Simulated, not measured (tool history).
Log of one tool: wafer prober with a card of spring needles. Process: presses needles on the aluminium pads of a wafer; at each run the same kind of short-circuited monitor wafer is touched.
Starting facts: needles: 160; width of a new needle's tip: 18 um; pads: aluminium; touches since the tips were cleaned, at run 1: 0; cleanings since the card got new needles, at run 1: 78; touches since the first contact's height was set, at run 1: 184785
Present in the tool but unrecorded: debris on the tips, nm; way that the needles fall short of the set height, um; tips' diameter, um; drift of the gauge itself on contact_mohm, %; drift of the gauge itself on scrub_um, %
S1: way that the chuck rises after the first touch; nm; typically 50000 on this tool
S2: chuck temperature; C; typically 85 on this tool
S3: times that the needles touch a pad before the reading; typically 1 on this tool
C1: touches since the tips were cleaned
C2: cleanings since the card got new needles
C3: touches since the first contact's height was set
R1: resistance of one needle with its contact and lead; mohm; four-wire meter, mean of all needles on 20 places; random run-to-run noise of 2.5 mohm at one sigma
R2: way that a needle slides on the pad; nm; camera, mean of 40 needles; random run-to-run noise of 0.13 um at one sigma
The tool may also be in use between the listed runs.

run 1 hour=0 | S1=50000 S2=85 S3=1 | C1=0 C2=78 C3=184785 | R1=300 R2=9510
-- hour=13.9 tips cleaned on abrasive film
run 2 hour=23.8 | S1=50000 S2=85 S3=1 | C1=1768 C2=79 C3=189012 | R1=349 R2=9420
-- hour=26.8 tips cleaned on abrasive film
-- hour=41.2 tips cleaned on abrasive film
-- hour=55.7 tips cleaned on abrasive film
-- hour=69.6 tips cleaned on abrasive film
run 3 hour=78 | S1=50000 S2=85 S3=1 | C1=1491 C2=83 C3=198597 | R1=337 R2=9770
-- hour=83.1 tips cleaned on abrasive film
-- hour=86 height of the first contact set anew
-- hour=97.5 tips cleaned on abrasive film
-- hour=112 tips cleaned on abrasive film
-- hour=123.5 tips cleaned on abrasive film
run 4 hour=125.3 | S1=50000 S2=85 S3=1 | C1=322 C2=87 C3=6970 | R1=303 R2=10820
-- hour=135.3 tips cleaned on abrasive film
-- hour=149.1 tips cleaned on abrasive film
run 5 hour=154.4 | S1=50000 S2=85 S3=1 | C1=941 C2=89 C3=12109 | R1=315 R2=11040
-- hour=162.7 tips cleaned on abrasive film
-- hour=177 tips cleaned on abrasive film
run 6 hour=183 | S1=50000 S2=85 S3=1 | C1=1061 C2=91 C3=17171 | R1=321 R2=10670
-- hour=188.7 tips cleaned on abrasive film
-- hour=200.3 tips cleaned on abrasive film
-- hour=213.8 tips cleaned on abrasive film
-- hour=225.4 tips cleaned on abrasive film
run 7 hour=226.4 | S1=50000 S2=85 S3=1 | C1=178 C2=95 C3=24838 | R1=297 R2=10690
-- hour=239.5 tips cleaned on abrasive film
-- hour=253.4 tips cleaned on abrasive film
run 8 hour=259.6 | S1=50000 S2=85 S3=1 | C1=1115 C2=97 C3=30735 | R1=318 R2=10510
-- hour=265.4 tips cleaned on abrasive film
-- hour=276.9 tips cleaned on abrasive film
-- hour=291.4 tips cleaned on abrasive film
-- hour=305.8 tips cleaned on abrasive film
run 9 hour=307.1 | S1=50000 S2=65 S3=1 | C1=228 C2=101 C3=39124 | R1=295 R2=10500
-- hour=318.7 tips cleaned on abrasive film
-- hour=332.9 tips cleaned on abrasive film
-- hour=347.3 tips cleaned on abrasive film
run 10 hour=355 | S1=50000 S2=65 S3=1 | C1=1362 C2=104 C3=47607 | R1=327 R2=10520
-- hour=360.8 tips cleaned on abrasive film
-- hour=372.4 tips cleaned on abrasive film
run 11 hour=382.1 | S1=50000 S2=65 S3=1 | C1=1738 C2=106 C3=52413 | R1=337 R2=10730
-- hour=385.1 tips cleaned on abrasive film
-- hour=398.9 tips cleaned on abrasive film
-- hour=412.7 tips cleaned on abrasive film
run 12 hour=413.8 | S1=50000 S2=65 S3=1 | C1=197 C2=109 C3=58014 | R1=297 R2=10360
-- hour=424.9 tips cleaned on abrasive film
-- hour=439.4 tips cleaned on abrasive film
run 13 hour=441.6 | S1=50000 S2=65 S3=1 | C1=405 C2=111 C3=62935 | R1=301 R2=10660
-- hour=453.2 tips cleaned on abrasive film
-- hour=464.8 tips cleaned on abrasive film
-- hour=478.6 tips cleaned on abrasive film
run 14 hour=488 | S1=50000 S2=85 S3=1 | C1=1678 C2=114 C3=71155 | R1=343 R2=10390
-- hour=491 tips cleaned on abrasive film
-- hour=505.4 tips cleaned on abrasive film
-- hour=517 tips cleaned on abrasive film
-- hour=531.5 tips cleaned on abrasive film
run 15 hour=541.9 | S1=37000 S2=56 S3=1 | C1=1864 C2=118 C3=80692 | R1=404 R2=7630
-- hour=544.9 tips cleaned on abrasive film
-- hour=558.5 tips cleaned on abrasive film
run 16 hour=567.2 | S1=34000 S2=41 S3=3 | C1=1553 C2=120 C3=85159 | R1=332 R2=6750
-- hour=570.1 tips cleaned on abrasive film
-- hour=583.8 tips cleaned on abrasive film
-- hour=595.4 tips cleaned on abrasive film
-- hour=608.1 tips cleaned on abrasive film
run 17 hour=608.1 | S1=64000 S2=97 S3=2 | C1=0 C2=124 C3=92380 | R1=283 R2=13020
-- hour=621.8 tips cleaned on abrasive film
-- hour=636.2 tips cleaned on abrasive film
run 18 hour=642.8 | S1=64000 S2=97 S3=2 | C1=1168 C2=126 C3=98528 | R1=294 R2=13480
-- hour=648.4 tips cleaned on abrasive film
-- hour=660 tips cleaned on abrasive film
-- hour=673.9 tips cleaned on abrasive film
run 19 hour=680.3 | S1=32000 S2=76 S3=1 | C1=1130 C2=129 C3=105167 | R1=400 R2=6260
-- hour=686 tips cleaned on abrasive film
-- hour=699.9 tips cleaned on abrasive film
run 20 hour=702.8 | S1=58000 S2=85 S3=1 | C1=529 C2=131 C3=109153 | R1=308 R2=11780
-- hour=713.7 tips cleaned on abrasive film
-- hour=725.3 tips cleaned on abrasive film
-- hour=739 tips cleaned on abrasive film
-- hour=753.3 tips cleaned on abrasive film
run 21 hour=755.3 | S1=58000 S2=76 S3=1 | C1=362 C2=135 C3=118441 | R1=290 R2=11960
-- hour=766.9 tips cleaned on abrasive film
-- hour=780.4 tips cleaned on abrasive film
-- hour=794.4 tips cleaned on abrasive film
run 22 hour=797 | S1=61000 S2=26 S3=2 | C1=464 C2=138 C3=125815 | R1=273 R2=12530
-- hour=808.6 tips cleaned on abrasive film
-- hour=823 tips cleaned on abrasive film
run 23 hour=833.1 | S1=42000 S2=27 S3=2 | C1=1805 C2=140 C3=132223 | R1=339 R2=8290
-- hour=836.1 tips cleaned on abrasive film
-- hour=849.4 tips cleaned on abrasive film
-- hour=863.3 tips cleaned on abrasive film
-- hour=877.5 tips cleaned on abrasive film
run 24 hour=880.2 | S1=64000 S2=26 S3=1 | C1=494 C2=144 C3=140550 | R1=281 R2=12930
-- hour=891.7 tips cleaned on abrasive film
-- hour=903.2 tips cleaned on abrasive film
run 25 hour=907.2 | S1=35000 S2=100 S3=2 | C1=709 C2=146 C3=145323 | R1=353 R2=6770
-- hour=915.9 tips cleaned on abrasive film
-- hour=930.2 tips cleaned on abrasive film
-- hour=944.6 tips cleaned on abrasive film
run 26 hour=948.7 | S1=52000 S2=76 S3=2 | C1=721 C2=149 C3=152663 | R1=303 R2=10200
-- hour=957.4 tips cleaned on abrasive film
-- hour=971.8 tips cleaned on abrasive film
-- hour=985.8 tips cleaned on abrasive film
run 27 hour=991.7 | S1=52000 S2=76 S3=2 | C1=1059 C2=152 C3=160281 | R1=310 R2=10200

Run by run, hidden condition taken away, random variation retained:
run=1 R1=286 R2=10740
run=2 R1=286 R2=10650
run=3 R1=283 R2=11100
run=4 R1=287 R2=10860
run=5 R1=280 R2=11110
run=6 R1=285 R2=10780
run=7 R1=284 R2=10870
run=8 R1=279 R2=10730
run=9 R1=278 R2=10770
run=10 R1=278 R2=10830
run=11 R1=278 R2=11080
run=12 R1=279 R2=10760
run=13 R1=278 R2=11090
run=14 R1=286 R2=10860
run=15 R1=285 R2=8160
run=16 R1=280 R2=7290
run=17 R1=276 R2=13630
run=18 R1=275 R2=14140
run=19 R1=295 R2=6960
run=20 R1=284 R2=12510
run=21 R1=273 R2=12760
run=22 R1=259 R2=13380
run=23 R1=270 R2=9180
run=24 R1=259 R2=13860
run=25 R1=304 R2=7750
run=26 R1=280 R2=11210
run=27 R1=278 R2=11260
